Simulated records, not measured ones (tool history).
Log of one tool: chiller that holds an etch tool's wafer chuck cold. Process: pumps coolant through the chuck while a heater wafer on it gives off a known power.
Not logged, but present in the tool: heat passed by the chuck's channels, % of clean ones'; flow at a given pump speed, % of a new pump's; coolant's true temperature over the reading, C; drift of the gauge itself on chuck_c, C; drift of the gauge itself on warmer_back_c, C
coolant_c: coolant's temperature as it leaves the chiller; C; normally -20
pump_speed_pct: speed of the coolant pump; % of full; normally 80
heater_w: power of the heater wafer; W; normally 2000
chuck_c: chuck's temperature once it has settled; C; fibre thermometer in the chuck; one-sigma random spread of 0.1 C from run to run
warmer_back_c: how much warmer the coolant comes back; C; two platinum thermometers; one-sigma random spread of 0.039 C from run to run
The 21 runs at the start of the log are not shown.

run,hour,coolant_c,pump_speed_pct,heater_w,hours since the coolant was changed and the channels were flushed,hours since the pump was overhauled,hours since the chiller's thermometer was calibrated,chuck_c,warmer_back_c
22,2531.4,-29,80,2531,6624,4548,848,-10.6,10.79
23,2606.8,-20,80,1930,6700,4623,923,-6.1,8.23
# hour 2686.0: coolant changed, channels flushed
24,2715.7,-20,80,1930,30,4726,1026,-5.9,8.20
25,2842.7,-12,80,2000,157,4853,1153,2.4,8.47
26,2972.3,-28,73,1235,286,4983,1283,-18.4,5.73
27,3102.1,-22,68,1157,416,5113,1413,-12.6,5.75
28,3261.0,-29,85,2000,575,5272,1572,-15.2,8.08
29,3413.9,-15,66,1515,728,5424,1724,-2.7,7.72
30,3547.5,-15,66,1515,861,5558,1858,-2.5,7.78
31,3704.6,-21,66,1081,1019,5715,2015,-12.3,5.57
32,3793.8,-29,67,2896,1108,5804,2104,-5.4,14.71

Alternative continuations, all from the tool just after run 32; predict every row:
A,3927.9,-16,67,1317,1242,5938,2238,?,?
B,3927.9,-29,67,2871,1242,5938,2238,?,?
C,3927.9,-29,67,1125,1242,5938,2238,?,?

run,chuck_c,warmer_back_c
A,-5.3,6.56
B,-5.6,14.55
C,-19.7,5.67
With no hidden state in the tool, these same runs would have given:
run,chuck_c,warmer_back_c
A,-5.3,6.55
B,-5.6,14.53
C,-19.7,5.66

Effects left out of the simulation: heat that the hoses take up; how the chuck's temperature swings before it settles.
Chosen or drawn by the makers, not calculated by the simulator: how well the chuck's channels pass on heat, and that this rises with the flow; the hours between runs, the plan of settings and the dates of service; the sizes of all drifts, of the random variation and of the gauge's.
